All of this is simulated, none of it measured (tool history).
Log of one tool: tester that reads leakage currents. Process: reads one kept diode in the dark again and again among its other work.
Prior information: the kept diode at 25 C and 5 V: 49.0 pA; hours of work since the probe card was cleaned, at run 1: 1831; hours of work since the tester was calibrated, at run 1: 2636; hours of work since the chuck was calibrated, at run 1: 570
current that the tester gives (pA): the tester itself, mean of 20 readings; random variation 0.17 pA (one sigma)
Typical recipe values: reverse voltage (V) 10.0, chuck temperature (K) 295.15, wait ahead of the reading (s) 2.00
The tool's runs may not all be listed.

run,day,reverse voltage (V),chuck temperature (K),wait ahead of the reading (s),hours of work since the probe card was cleaned,hours of work since the tester was calibrated,hours of work since the chuck was calibrated,current that the tester gives (pA)
1,0.000,10.0,295.15,2.00,1831,2636,570,55.65
2,2.792,10.0,295.15,2.00,1881,2686,620,55.64
3,4.396,10.0,295.15,2.00,1910,2714,649,55.78
4,6.808,10.0,295.15,2.00,1953,2757,692,55.83
5,10.312,10.0,308.15,2.00,2015,2820,755,142.48
6,13.608,9.1,295.15,1.04,2074,2879,814,53.74
# day 15.054: chuck's temperature calibrated
7,16.167,1.3,295.15,2.00,2118,2923,20,20.52
8,18.054,1.3,295.15,2.00,2152,2957,54,20.55
9,21.175,1.2,301.15,1.16,2208,3013,109,31.11
10,23.925,1.2,301.15,1.16,2257,3062,159,31.16

Forecast each of these 4 alternatives for the next run:
# day 27.179: tester calibrated
A,27.300,15.8,301.15,0.70,2316,2,217,?
# day 27.179: tester calibrated
B,27.300,13.8,301.15,1.16,2316,2,217,?
# day 27.179: tester calibrated
C,27.300,3.6,310.15,1.16,2316,2,217,?
# day 27.179: tester calibrated
D,27.300,1.2,301.15,7.24,2316,2,217,?

run,current that the tester gives (pA)
A,110.97
B,102.11
C,100.41
D,30.95
Take away the tool's hidden state, keep each run's random variation, and the runs would have read:
run,current that the tester gives (pA)
A,110.89
B,102.04
C,100.36
D,30.94

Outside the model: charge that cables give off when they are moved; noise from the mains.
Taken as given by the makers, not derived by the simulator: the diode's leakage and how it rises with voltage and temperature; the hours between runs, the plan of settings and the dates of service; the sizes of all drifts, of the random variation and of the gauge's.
